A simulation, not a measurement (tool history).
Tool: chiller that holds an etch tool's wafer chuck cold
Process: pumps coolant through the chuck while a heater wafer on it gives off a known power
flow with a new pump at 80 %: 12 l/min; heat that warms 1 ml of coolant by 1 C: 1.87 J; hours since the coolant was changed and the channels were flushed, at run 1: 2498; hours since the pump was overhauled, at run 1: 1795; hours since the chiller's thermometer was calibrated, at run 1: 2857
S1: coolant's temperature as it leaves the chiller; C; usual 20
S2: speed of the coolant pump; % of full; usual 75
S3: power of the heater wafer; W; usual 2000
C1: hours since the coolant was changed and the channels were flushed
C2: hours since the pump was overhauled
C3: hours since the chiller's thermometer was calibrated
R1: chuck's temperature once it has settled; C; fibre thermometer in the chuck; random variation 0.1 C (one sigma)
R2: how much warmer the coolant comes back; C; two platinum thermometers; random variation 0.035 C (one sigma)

run 1 day=0 | S1=20 S2=75 S3=2000 | C1=2498 C2=1795 C3=2857 | R1=44.7 R2=6
run 2 day=3.175 | S1=20 S2=75 S3=2000 | C1=2575 C2=1872 C3=2933 | R1=45.2 R2=6
run 3 day=6.888 | S1=20 S2=75 S3=2000 | C1=2664 C2=1961 C3=3022 | R1=45.3 R2=5.98
run 4 day=9.721 | S1=20 S2=75 S3=2000 | C1=2732 C2=2029 C3=3090 | R1=45.3 R2=6.01
run 5 day=13.125 | S1=20 S2=75 S3=2000 | C1=2813 C2=2110 C3=3172 | R1=45.4 R2=6.01
-- day=15.562 coolant changed, channels flushed
run 6 day=17.367 | S1=20 S2=75 S3=2000 | C1=43 C2=2206 C3=3267 | R1=42.3 R2=6.1
run 7 day=21.283 | S1=14 S2=75 S3=2000 | C1=137 C2=2300 C3=3361 | R1=36.6 R2=6.11
run 8 day=26.7 | S1=21 S2=75 S3=2000 | C1=267 C2=2430 C3=3491 | R1=43.7 R2=6.12
run 9 day=30.8 | S1=21 S2=75 S3=2000 | C1=366 C2=2529 C3=3590 | R1=44 R2=6.16
run 10 day=33.525 | S1=20 S2=75 S3=2000 | C1=431 C2=2594 C3=3655 | R1=43.1 R2=6.13
run 11 day=38.496 | S1=20 S2=75 S3=2000 | C1=550 C2=2713 C3=3775 | R1=43.4 R2=6.09
-- day=38.967 chiller's thermometer calibrated
run 12 day=43.275 | S1=22 S2=89 S3=1086 | C1=664 C2=2827 C3=103 | R1=33.3 R2=2.82
run 13 day=48.704 | S1=22 S2=89 S3=1086 | C1=794 C2=2957 C3=234 | R1=33.5 R2=2.79
-- day=51.288 chiller's thermometer calibrated, once more
run 14 day=52.158 | S1=15 S2=89 S3=1086 | C1=876 C2=3039 C3=21 | R1=26.1 R2=2.8
run 15 day=54.7 | S1=22 S2=89 S3=2611 | C1=937 C2=3100 C3=82 | R1=48.8 R2=6.74
run 16 day=58.925 | S1=13 S2=76 S3=1584 | C1=1039 C2=3202 C3=183 | R1=31.6 R2=4.9
run 17 day=62.867 | S1=11 S2=76 S3=1584 | C1=1133 C2=3296 C3=278 | R1=29.9 R2=4.95
run 18 day=68.175 | S1=28 S2=86 S3=1180 | C1=1261 C2=3424 C3=405 | R1=40.7 R2=3.25
run 19 day=72.508 | S1=14 S2=91 S3=1180 | C1=1365 C2=3528 C3=509 | R1=26.3 R2=2.98
run 20 day=77.717 | S1=13 S2=91 S3=1180 | C1=1490 C2=3653 C3=634 | R1=25.6 R2=3.04
run 21 day=82.596 | S1=16 S2=72 S3=1196 | C1=1607 C2=3770 C3=751 | R1=31.5 R2=3.98
run 22 day=86.554 | S1=20 S2=75 S3=1935 | C1=1702 C2=3865 C3=846 | R1=44.3 R2=6.16

Forecast each of these 3 alternatives for the next run:
run A day=89.221 | S1=17 S2=66 S3=1078 | C1=1766 C2=3929 C3=910 | R1=? R2=?
run B day=89.221 | S1=12 S2=75 S3=2113 | C1=1766 C2=3929 C3=910 | R1=? R2=?
run C day=89.221 | S1=14 S2=75 S3=1218 | C1=1766 C2=3929 C3=910 | R1=? R2=?

run=A R1=32.1 R2=4.04
run=B R1=38.6 R2=6.76
run=C R1=29.4 R2=3.88
Without the tool's hidden state the same runs would have given:
run=A R1=29.6 R2=3.61
run=B R1=34.2 R2=6.03
run=C R1=26.8 R2=3.46
